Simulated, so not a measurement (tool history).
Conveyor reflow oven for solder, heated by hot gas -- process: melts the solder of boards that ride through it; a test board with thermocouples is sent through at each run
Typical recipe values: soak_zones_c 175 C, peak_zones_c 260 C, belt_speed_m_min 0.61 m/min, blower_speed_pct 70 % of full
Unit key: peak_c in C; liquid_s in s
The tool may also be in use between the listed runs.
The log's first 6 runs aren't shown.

{"run": 7, "hour": 248.3, "soak_zones_c": 175, "peak_zones_c": 260, "belt_speed_m_min": 0.61, "blower_speed_pct": 70, "peak_c": 247.7, "liquid_s": 57.4}
{"run": 8, "hour": 278.1, "soak_zones_c": 175, "peak_zones_c": 260, "belt_speed_m_min": 0.61, "blower_speed_pct": 70, "peak_c": 247.4, "liquid_s": 57.7}
{"hour": 310.6, "done": "flux residue cleaned out of gas plates and filters, once more"}
{"run": 9, "hour": 317.4, "soak_zones_c": 175, "peak_zones_c": 260, "belt_speed_m_min": 0.61, "blower_speed_pct": 70, "peak_c": 249.2, "liquid_s": 59.7}
{"run": 10, "hour": 353.7, "soak_zones_c": 175, "peak_zones_c": 260, "belt_speed_m_min": 0.61, "blower_speed_pct": 70, "peak_c": 249, "liquid_s": 59.7}
{"run": 11, "hour": 396.6, "soak_zones_c": 175, "peak_zones_c": 260, "belt_speed_m_min": 0.61, "blower_speed_pct": 70, "peak_c": 248.9, "liquid_s": 59.2}
{"run": 12, "hour": 430.1, "soak_zones_c": 166, "peak_zones_c": 260, "belt_speed_m_min": 0.61, "blower_speed_pct": 70, "peak_c": 247.3, "liquid_s": 54.9}
{"run": 13, "hour": 455.2, "soak_zones_c": 175, "peak_zones_c": 259, "belt_speed_m_min": 0.61, "blower_speed_pct": 70, "peak_c": 247.8, "liquid_s": 58.6}
{"run": 14, "hour": 487.4, "soak_zones_c": 175, "peak_zones_c": 259, "belt_speed_m_min": 0.61, "blower_speed_pct": 70, "peak_c": 247.9, "liquid_s": 58.4}
{"run": 15, "hour": 548.2, "soak_zones_c": 175, "peak_zones_c": 259, "belt_speed_m_min": 0.61, "blower_speed_pct": 70, "peak_c": 247.5, "liquid_s": 58.3}
{"run": 16, "hour": 590.0, "soak_zones_c": 175, "peak_zones_c": 254, "belt_speed_m_min": 0.61, "blower_speed_pct": 70, "peak_c": 243.2, "liquid_s": 54.4}
{"hour": 627.1, "done": "flux residue cleaned out of gas plates and filters"}
{"run": 17, "hour": 628.1, "soak_zones_c": 175, "peak_zones_c": 254, "belt_speed_m_min": 0.61, "blower_speed_pct": 70, "peak_c": 243.3, "liquid_s": 55}
{"run": 18, "hour": 665.3, "soak_zones_c": 171, "peak_zones_c": 249, "belt_speed_m_min": 0.608, "blower_speed_pct": 52, "peak_c": 234.9, "liquid_s": 42.4}
{"run": 19, "hour": 706.8, "soak_zones_c": 171, "peak_zones_c": 249, "belt_speed_m_min": 0.608, "blower_speed_pct": 52, "peak_c": 234.6, "liquid_s": 42.3}
{"run": 20, "hour": 739.1, "soak_zones_c": 171, "peak_zones_c": 249, "belt_speed_m_min": 0.608, "blower_speed_pct": 56, "peak_c": 235.9, "liquid_s": 43.6}
{"run": 21, "hour": 777.3, "soak_zones_c": 184, "peak_zones_c": 260, "belt_speed_m_min": 0.61, "blower_speed_pct": 57, "peak_c": 247.7, "liquid_s": 61.5}
{"run": 22, "hour": 835.8, "soak_zones_c": 164, "peak_zones_c": 260, "belt_speed_m_min": 0.683, "blower_speed_pct": 51, "peak_c": 238.5, "liquid_s": 37.6}
{"run": 23, "hour": 888.7, "soak_zones_c": 164, "peak_zones_c": 260, "belt_speed_m_min": 0.683, "blower_speed_pct": 51, "peak_c": 238.2, "liquid_s": 37.7}
{"run": 24, "hour": 916.6, "soak_zones_c": 170, "peak_zones_c": 260, "belt_speed_m_min": 0.61, "blower_speed_pct": 78, "peak_c": 248.1, "liquid_s": 58.2}
{"hour": 945.1, "done": "flux residue cleaned out of gas plates and filters"}
{"run": 25, "hour": 963.6, "soak_zones_c": 170, "peak_zones_c": 260, "belt_speed_m_min": 0.582, "blower_speed_pct": 53, "peak_c": 245.9, "liquid_s": 57.3}
{"run": 26, "hour": 1008.2, "soak_zones_c": 170, "peak_zones_c": 260, "belt_speed_m_min": 0.582, "blower_speed_pct": 53, "peak_c": 245.7, "liquid_s": 57.1}
{"run": 27, "hour": 1056.6, "soak_zones_c": 183, "peak_zones_c": 260, "belt_speed_m_min": 0.685, "blower_speed_pct": 70, "peak_c": 246.6, "liquid_s": 53.5}
{"run": 28, "hour": 1082.3, "soak_zones_c": 175, "peak_zones_c": 257, "belt_speed_m_min": 0.658, "blower_speed_pct": 66, "peak_c": 243.2, "liquid_s": 49.8}
{"run": 29, "hour": 1138.4, "soak_zones_c": 175, "peak_zones_c": 257, "belt_speed_m_min": 0.658, "blower_speed_pct": 66, "peak_c": 243, "liquid_s": 49.4}
{"run": 30, "hour": 1186.6, "soak_zones_c": 175, "peak_zones_c": 270, "belt_speed_m_min": 0.701, "blower_speed_pct": 80, "peak_c": 254.8, "liquid_s": 54.6}

Forecast each of these 5 alternatives for the next run:
{"run": "A", "hour": 1226.7, "soak_zones_c": 186, "peak_zones_c": 254, "belt_speed_m_min": 0.61, "blower_speed_pct": 74, "peak_c": "?", "liquid_s": "?"}
{"run": "B", "hour": 1226.7, "soak_zones_c": 175, "peak_zones_c": 260, "belt_speed_m_min": 0.7, "blower_speed_pct": 70, "peak_c": "?", "liquid_s": "?"}
{"run": "C", "hour": 1226.7, "soak_zones_c": 161, "peak_zones_c": 259, "belt_speed_m_min": 0.61, "blower_speed_pct": 87, "peak_c": "?", "liquid_s": "?"}
{"run": "D", "hour": 1226.7, "soak_zones_c": 175, "peak_zones_c": 260, "belt_speed_m_min": 0.66, "blower_speed_pct": 50, "peak_c": "?", "liquid_s": "?"}
{"run": "E", "hour": 1226.7, "soak_zones_c": 166, "peak_zones_c": 254, "belt_speed_m_min": 0.701, "blower_speed_pct": 51, "peak_c": "?", "liquid_s": "?"}

run=A peak_c=244.7 liquid_s=61.6
run=B peak_c=244.3 liquid_s=47.6
run=C peak_c=247.4 liquid_s=55.3
run=D peak_c=241.5 liquid_s=45.9
run=E peak_c=232.8 liquid_s=30.4
Stripped of hidden state, with their random variation kept, the same runs would have yielded:
run=A peak_c=245.8 liquid_s=60.9
run=B peak_c=245.4 liquid_s=47.3
run=C peak_c=248.6 liquid_s=55
run=D peak_c=242.3 liquid_s=45.4
run=E peak_c=233.6 liquid_s=30.6

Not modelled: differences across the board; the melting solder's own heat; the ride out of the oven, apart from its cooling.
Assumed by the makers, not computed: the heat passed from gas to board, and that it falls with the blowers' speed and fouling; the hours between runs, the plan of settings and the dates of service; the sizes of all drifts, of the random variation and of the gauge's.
